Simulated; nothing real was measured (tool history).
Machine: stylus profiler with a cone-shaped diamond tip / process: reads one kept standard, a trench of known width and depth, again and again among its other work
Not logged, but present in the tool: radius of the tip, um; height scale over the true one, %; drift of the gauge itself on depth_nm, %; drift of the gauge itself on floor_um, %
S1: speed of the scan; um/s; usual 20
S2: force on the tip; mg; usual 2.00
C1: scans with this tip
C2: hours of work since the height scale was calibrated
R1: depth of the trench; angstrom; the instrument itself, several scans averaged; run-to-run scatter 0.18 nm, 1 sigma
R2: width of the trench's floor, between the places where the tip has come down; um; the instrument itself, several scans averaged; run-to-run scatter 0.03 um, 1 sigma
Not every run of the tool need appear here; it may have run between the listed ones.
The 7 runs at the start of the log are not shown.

| run | hour | S1 | S2 | C1 | C2 | R1 | R2 |
|---|---|---|---|---|---|---|---|
| 8 | 88.2 | 20 | 2.00 | 18036 | 1376 | 10103.5 | 94.22 |
| 9 | 99.0 | 20 | 2.00 | 18110 | 1382 | 10103.1 | 94.13 |
| 10 | 108.0 | 20 | 2.00 | 18172 | 1387 | 10103.9 | 94.15 |
| 11 | 124.1 | 20 | 2.00 | 18282 | 1395 | 10102.1 | 94.21 |
| 12 | 138.0 | 20 | 2.00 | 18377 | 1402 | 10104.2 | 94.22 |
| 13 | 153.5 | 55 | 2.00 | 18482 | 1410 | 10102.6 | 94.12 |
| 14 | 170.8 | 60 | 2.00 | 18600 | 1419 | 10102.0 | 94.10 |
| 15 | 185.8 | 60 | 2.00 | 18703 | 1427 | 10100.1 | 94.07 |
| 16 | 202.0 | 6 | 2.00 | 18813 | 1436 | 10100.1 | 94.15 |
| 17 | 219.3 | 31 | 5.10 | 18932 | 1445 | 10219.3 | 94.14 |
| 18 | 232.2 | 78 | 1.85 | 19019 | 1451 | 10093.3 | 93.98 |
| 19 | 248.8 | 78 | 1.85 | 19133 | 1460 | 10093.4 | 94.02 |
| 20 | 264.1 | 26 | 4.32 | 19238 | 1468 | 10191.0 | 94.11 |
| 21 | 274.1 | 28 | 5.88 | 19306 | 1473 | 10245.1 | 94.06 |
| 22 | 283.8 | 28 | 5.88 | 19372 | 1478 | 10242.5 | 94.09 |
| 23 | 296.7 | 28 | 5.88 | 19460 | 1485 | 10245.2 | 94.10 |
| 24 | 304.6 | 50 | 2.00 | 19514 | 1489 | 10100.0 | 93.98 |
| 25 | 318.9 | 50 | 2.00 | 19612 | 1497 | 10098.3 | 93.98 |
| 26 | 331.2 | 50 | 2.00 | 19696 | 1503 | 10097.1 | 94.04 |
| 27 | 344.2 | 28 | 1.59 | 19785 | 1510 | 10082.3 | 94.11 |
| 28 | 355.1 | 33 | 3.92 | 19859 | 1515 | 10174.5 | 94.10 |

What will run 29 give?
| 29 | 364.1 | 5 | 1.24 | 19921 | 1520 | ? | ? |

{"run 29": {"R1": 10061.0, "R2": 94.12}}
With the hidden condition absent and the run-to-run variation left alone, this run would have shown R1 10097.3 angstrom, R2 96.01 um.

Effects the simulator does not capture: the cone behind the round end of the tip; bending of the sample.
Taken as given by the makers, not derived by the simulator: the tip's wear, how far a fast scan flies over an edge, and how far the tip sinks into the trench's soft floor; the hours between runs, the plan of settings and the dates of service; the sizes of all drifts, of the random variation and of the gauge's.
